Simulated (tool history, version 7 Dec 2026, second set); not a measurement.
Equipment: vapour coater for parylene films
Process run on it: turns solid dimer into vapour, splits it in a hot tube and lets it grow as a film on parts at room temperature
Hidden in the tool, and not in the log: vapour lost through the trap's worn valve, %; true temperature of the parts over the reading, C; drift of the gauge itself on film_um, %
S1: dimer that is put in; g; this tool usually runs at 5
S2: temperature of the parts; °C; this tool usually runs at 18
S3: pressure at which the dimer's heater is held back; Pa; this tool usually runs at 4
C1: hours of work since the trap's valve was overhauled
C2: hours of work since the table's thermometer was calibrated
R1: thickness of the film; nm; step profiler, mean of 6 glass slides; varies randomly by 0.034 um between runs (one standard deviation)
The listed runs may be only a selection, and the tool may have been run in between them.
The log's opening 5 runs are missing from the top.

run    hour  S1  S2    S3   C1   C2    R1
  6   291.4   5  29     4  171  332  2560
  7   323.3   5  11     4  194  355  4020
  8   360.4   5  11     4  221  381  3920
  9   408.5   5  18     4  255  416  3340
 10   461.8   5  18     4  293  454  3380
 11   498.1   5  18     4  319  480  3380
 12   565.6   5  18     4  368  529  3380
 13   601.5   7  18     4  394  555  4650
      610.4  -- trap's valve overhauled
 14   648.8   7  18     4   28  586  4760
 15   687.7   7  18     4   55  614  4780
 16   726.7   7  18     4   84  642  4660
 17   780.9   7  18     4  122  681  4720
 18   854.9   7  18     4  176  734  4720
 19   923.9   7  18  2.07  225  783  5460
 20  1001.3   3  13  2.18  281  839  2590
 21  1059.3   3  13  2.18  322  881  2540

For run 22, what comes out?
 22  1092.6   6  18  6.06  346  905   ?

R1: 3680 nm
With no hidden state in the tool, this same run would have given R1 3690 nm.
